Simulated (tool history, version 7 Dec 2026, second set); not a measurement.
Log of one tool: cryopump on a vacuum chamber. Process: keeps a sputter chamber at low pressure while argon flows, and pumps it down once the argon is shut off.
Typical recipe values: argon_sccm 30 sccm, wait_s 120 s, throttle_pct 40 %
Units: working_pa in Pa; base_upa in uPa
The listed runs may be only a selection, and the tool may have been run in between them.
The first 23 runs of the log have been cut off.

run     day  argon_sccm  wait_s  throttle_pct  hours of work since the pump was warmed up and emptied  hours of work since the cold head was overhauled  hours of work since the chamber's fittings were tightened  working_pa  base_upa
 24  16.029          30      58            40                                                     276                                               949                                                       2181      0.0751      1.54
 25  16.558          30     159            19                                                     287                                               959                                                       2192      0.1546      0.83
 26  17.042          18     145            52                                                     297                                               969                                                       2201       0.036      0.87
 27    17.7          18     145            20                                                     310                                               982                                                       2215      0.0874       0.9
 28  18.204          18     145            20                                                     320                                               992                                                       2225      0.0877      0.88
 29  18.908          58      49            30                                                     334                                              1007                                                       2239      0.1935      1.69
 30  19.496          30      41            38                                                     346                                              1018                                                       2251      0.0795      1.93
 31  20.071          17      26            21                                                     357                                              1030                                                       2262      0.0805      2.93
 32  20.846          46      78            24                                                     373                                              1045                                                       2278      0.1908       1.2
 33  21.646          18      46            52                                                     389                                              1061                                                       2294      0.0373      1.82
 34  22.517          18      46            52                                                     406                                              1079                                                       2311       0.037      1.85

What if the next run were any one of these 3? Each begins from the tool's condition after run 34:
  A  23.388          18      30            34                                                     424                                              1096                                                       2329           ?         ?
  B  23.388          26      56            20                                                     424                                              1096                                                       2329           ?         ?
  C  23.388          30      98            29                                                     424                                              1096                                                       2329           ?         ?

run  working_pa  base_upa
  A      0.0542      2.53
  B      0.1301      1.61
  C      0.1052      1.13
The same runs, with their run-to-run variation unchanged, on a tool lacking any hidden condition would have given:
run  working_pa  base_upa
  A      0.0492      2.21
  B       0.123      1.28
  C       0.097      0.81
